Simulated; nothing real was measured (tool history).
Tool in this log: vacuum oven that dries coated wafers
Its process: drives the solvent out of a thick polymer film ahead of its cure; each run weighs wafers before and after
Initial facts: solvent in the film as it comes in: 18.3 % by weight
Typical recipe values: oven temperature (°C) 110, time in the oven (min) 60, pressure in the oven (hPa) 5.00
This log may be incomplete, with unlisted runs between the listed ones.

run   hour  oven temperature (°C)  time in the oven (min)  pressure in the oven (hPa)  solvent left in the film (%)
  1    0.0                    110                      60                        5.00                          2.20
  2   10.6                    110                      60                        5.00                          2.28
  3   19.8                    108                      60                        5.00                          2.68
  4   28.2                    122                      60                        5.00                          0.64
  5   38.0                    122                      60                        5.00                          0.72
  6   49.4                    122                      60                        5.00                          0.63
  7   57.0                    110                      60                        5.00                          2.29
      60.2  -- oven's thermocouples calibrated
  8   66.6                    110                      60                        5.00                          2.55
  9   74.4                    116                      32                       11.89                          4.46
 10   79.7                    110                      43                        9.24                          4.37
 11   86.4                    110                      60                        4.61                          2.46
 12   91.8                    110                      60                        4.61                          2.46
 13   98.0                    110                      60                        4.61                          2.64
 14  106.1                    110                      60                        4.61                          2.49
 15  114.1                    110                      60                        7.40                          2.75
 16  119.5                    110                      60                        4.42                          2.36

Selected run-to-run steps in solvent left in the film (%), each split into two signed amounts: the part the tool would show with no hidden state at all (from settings, incoming material and random variation), and the remainder, which goes to the hidden state together with any gauge scatter not common to the measured and the hidden-state-free results:
Unlogged tool condition in this case: true wafer temperature over the reading, C; true pressure over the reading, kPa; drift of the gauge itself on solvent_pct, %.
Run 3 -> 4: oven temperature (°C) 108 -> 122. solvent left in the film (%) -2.04: hidden state -0.37, all else -1.67.

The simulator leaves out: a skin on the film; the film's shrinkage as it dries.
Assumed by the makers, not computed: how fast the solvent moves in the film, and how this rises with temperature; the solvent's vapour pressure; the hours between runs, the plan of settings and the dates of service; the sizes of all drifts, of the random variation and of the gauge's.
